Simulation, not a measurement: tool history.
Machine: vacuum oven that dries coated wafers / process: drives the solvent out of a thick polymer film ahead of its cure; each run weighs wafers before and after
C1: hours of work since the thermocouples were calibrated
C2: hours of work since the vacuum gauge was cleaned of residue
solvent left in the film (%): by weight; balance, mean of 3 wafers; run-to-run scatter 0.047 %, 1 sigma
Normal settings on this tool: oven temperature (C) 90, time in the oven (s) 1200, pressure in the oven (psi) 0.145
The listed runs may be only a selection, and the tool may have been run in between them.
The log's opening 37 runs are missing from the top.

Run 38, hour 1948: usual settings but oven temperature (C) 102, time in the oven (s) 2160; C1 166; C2 1515. Result: solvent left in the film (%) 0.53.
At hour 1972.6: vacuum gauge cleaned of residue and calibrated.
Run 39, hour 2001.4: usual settings but oven temperature (C) 102, time in the oven (s) 2160; C1 196; C2 17. Result: solvent left in the film (%) 0.48.
Run 40, hour 2042.9: usual settings but oven temperature (C) 102; C1 221; C2 41. Result: solvent left in the film (%) 0.68.
Run 41, hour 2117.4: usual settings but oven temperature (C) 80, time in the oven (s) 1140, pressure in the oven (psi) 0.232; C1 264; C2 85. Result: solvent left in the film (%) 7.04.
Run 42, hour 2184.8: usual settings but oven temperature (C) 86, pressure in the oven (psi) 0.524; C1 304; C2 124. Result: solvent left in the film (%) 5.77.
Run 43, hour 2222.4: usual settings but time in the oven (s) 1560, pressure in the oven (psi) 0.339; C1 326; C2 146. Result: solvent left in the film (%) 2.56.
Run 44, hour 2275.2: usual settings but time in the oven (s) 1560, pressure in the oven (psi) 0.339; C1 357; C2 177. Result: solvent left in the film (%) 2.58.
Run 45, hour 2319.2: usual settings but time in the oven (s) 1560, pressure in the oven (psi) 0.339; C1 382; C2 203. Result: solvent left in the film (%) 2.62.
Run 46, hour 2357.7: usual settings but time in the oven (s) 1560, pressure in the oven (psi) 0.339; C1 405; C2 226. Result: solvent left in the film (%) 2.63.
Run 47, hour 2394: usual settings but oven temperature (C) 105; C1 426; C2 247. Result: solvent left in the film (%) 0.55.

Each row is a separate what-if for the run after 47, all from the same tool condition, not one after another. Results?
Run A, hour 2465.2: usual settings but oven temperature (C) 91; C1 468; C2 289. Result: solvent left in the film (%) ?.
Run B, hour 2465.2: usual settings but oven temperature (C) 84, time in the oven (s) 1920; C1 468; C2 289. Result: solvent left in the film (%) ?.
Run C, hour 2465.2: usual settings but pressure in the oven (psi) 0.18; C1 468; C2 289. Result: solvent left in the film (%) ?.

run  solvent left in the film (%)
  A                          2.19
  B                          2.39
  C                          2.69
Without the tool's unlogged condition, the same runs would have read:
run  solvent left in the film (%)
  A                          2.01
  B                           2.2
  C                          2.49
